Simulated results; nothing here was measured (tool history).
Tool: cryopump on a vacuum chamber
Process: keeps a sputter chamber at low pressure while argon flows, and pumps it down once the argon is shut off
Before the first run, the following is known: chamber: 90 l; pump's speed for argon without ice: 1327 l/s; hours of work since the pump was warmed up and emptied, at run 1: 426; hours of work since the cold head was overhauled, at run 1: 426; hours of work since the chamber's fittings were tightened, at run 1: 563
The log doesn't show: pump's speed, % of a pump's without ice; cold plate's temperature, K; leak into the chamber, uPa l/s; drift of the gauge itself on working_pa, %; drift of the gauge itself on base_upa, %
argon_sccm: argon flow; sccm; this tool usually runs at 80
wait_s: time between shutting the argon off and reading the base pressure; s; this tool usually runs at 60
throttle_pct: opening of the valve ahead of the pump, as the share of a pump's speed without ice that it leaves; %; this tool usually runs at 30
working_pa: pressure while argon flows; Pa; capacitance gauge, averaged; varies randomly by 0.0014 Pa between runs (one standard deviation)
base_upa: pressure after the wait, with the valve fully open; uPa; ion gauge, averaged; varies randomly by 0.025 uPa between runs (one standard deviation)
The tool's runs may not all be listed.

| run | hour | argon_sccm | wait_s | throttle_pct | hours of work since the pump was warmed up and emptied | hours of work since the cold head was overhauled | hours of work since the chamber's fittings were tightened | working_pa | base_upa |
|---|---|---|---|---|---|---|---|---|---|
| 1 | 0.0 | 80 | 60 | 30 | 426 | 426 | 563 | 0.3571 | 1.60 |
| 2 | 29.5 | 62 | 60 | 30 | 441 | 441 | 578 | 0.2737 | 1.69 |
| 3 | 68.2 | 62 | 60 | 30 | 460 | 460 | 597 | 0.2778 | 1.67 |
| 4 | 122.4 | 80 | 60 | 30 | 487 | 487 | 625 | 0.3547 | 1.70 |
| 5 | 155.2 | 80 | 60 | 55 | 504 | 504 | 641 | 0.2029 | 1.74 |
| 6 | 217.4 | 80 | 27 | 30 | 535 | 535 | 673 | 0.3578 | 2.76 |
| 7 | 252.7 | 80 | 84 | 30 | 553 | 553 | 690 | 0.3586 | 1.61 |
| 8 | 287.3 | 80 | 84 | 30 | 571 | 571 | 708 | 0.3605 | 1.59 |
| 9 | 321.6 | 80 | 84 | 30 | 588 | 588 | 725 | 0.3607 | 1.66 |
| 10 | 349.2 | 80 | 84 | 30 | 602 | 602 | 739 | 0.3602 | 1.61 |
| 11 | 393.1 | 80 | 60 | 39 | 624 | 624 | 761 | 0.2823 | 1.87 |
|  | 416.4 | pump warmed up, emptied and cooled again |
| 12 | 453.3 | 80 | 60 | 39 | 19 | 652 | 789 | 0.2619 | 1.76 |
| 13 | 501.7 | 80 | 60 | 39 | 43 | 676 | 813 | 0.2645 | 1.78 |
| 14 | 551.3 | 80 | 60 | 30 | 68 | 701 | 838 | 0.3468 | 1.79 |
| 15 | 599.6 | 80 | 60 | 30 | 92 | 725 | 863 | 0.3464 | 1.91 |
| 16 | 638.3 | 80 | 60 | 30 | 112 | 745 | 882 | 0.3424 | 1.94 |
| 17 | 673.5 | 80 | 60 | 30 | 130 | 763 | 900 | 0.3468 | 1.91 |
| 18 | 702.9 | 80 | 60 | 30 | 144 | 778 | 915 | 0.3471 | 1.91 |
| 19 | 760.3 | 80 | 60 | 30 | 173 | 806 | 944 | 0.3456 | 1.95 |
| 20 | 825.1 | 80 | 60 | 30 | 206 | 839 | 976 | 0.3467 | 2.00 |
| 21 | 853.0 | 73 | 35 | 30 | 220 | 853 | 990 | 0.3173 | 2.54 |
| 22 | 890.0 | 73 | 35 | 30 | 239 | 872 | 1009 | 0.3159 | 2.61 |
| 23 | 954.2 | 122 | 23 | 30 | 271 | 904 | 1041 | 0.5324 | 3.41 |
| 24 | 988.9 | 122 | 23 | 30 | 288 | 922 | 1059 | 0.5389 | 3.27 |
| 25 | 1048.2 | 122 | 23 | 30 | 318 | 952 | 1089 | 0.5383 | 3.28 |
| 26 | 1076.4 | 48 | 39 | 28 | 333 | 966 | 1103 | 0.2250 | 2.53 |
| 27 | 1112.7 | 38 | 21 | 15 | 351 | 984 | 1121 | 0.3271 | 3.64 |
| 28 | 1170.2 | 69 | 47 | 44 | 380 | 1013 | 1150 | 0.2114 | 2.40 |
| 29 | 1227.1 | 80 | 29 | 17 | 409 | 1042 | 1179 | 0.6150 | 3.10 |
| 30 | 1256.8 | 53 | 60 | 30 | 424 | 1057 | 1194 | 0.2342 | 2.36 |
| 31 | 1319.4 | 53 | 32 | 59 | 455 | 1088 | 1225 | 0.1242 | 2.94 |
| 32 | 1369.5 | 85 | 42 | 33 | 480 | 1113 | 1251 | 0.3439 | 2.78 |
| 33 | 1401.1 | 80 | 60 | 26 | 496 | 1129 | 1267 | 0.4100 | 2.32 |
| 34 | 1449.7 | 80 | 60 | 29 | 521 | 1154 | 1291 | 0.3681 | 2.41 |

Measured minus without-hidden-state, run by run (identical run-to-run variation in each term; gauge scatter may differ):
| run | working_pa | base_upa |
|---|---|---|
| 1 | +0.0146 | +0.64 |
| 2 | +0.0116 | +0.67 |
| 3 | +0.0123 | +0.70 |
| 4 | +0.0166 | +0.72 |
| 5 | +0.0173 | +0.75 |
| 6 | +0.0183 | +0.81 |
| 7 | +0.0189 | +0.82 |
| 8 | +0.0196 | +0.84 |
| 9 | +0.0203 | +0.88 |
| 10 | +0.0207 | +0.87 |
| 11 | +0.0216 | +0.90 |
| 12 | +0.0023 | +0.76 |
| 13 | +0.0030 | +0.79 |
| 14 | +0.0038 | +0.82 |
| 15 | +0.0045 | +0.89 |
| 16 | +0.0050 | +0.92 |
| 17 | +0.0054 | +0.90 |
| 18 | +0.0059 | +0.92 |
| 19 | +0.0067 | +0.97 |
| 20 | +0.0077 | +0.99 |
| 21 | +0.0074 | +1.01 |
| 22 | +0.0079 | +1.06 |
| 23 | +0.0148 | +1.12 |
| 24 | +0.0158 | +1.10 |
| 25 | +0.0171 | +1.13 |
| 26 | +0.0069 | +1.16 |
| 27 | +0.0058 | +1.20 |
| 28 | +0.0114 | +1.23 |
| 29 | +0.0142 | +1.29 |
| 30 | +0.0097 | +1.33 |
| 31 | +0.0104 | +1.31 |
| 32 | +0.0176 | +1.42 |
| 33 | +0.0173 | +1.38 |
| 34 | +0.0181 | +1.45 |
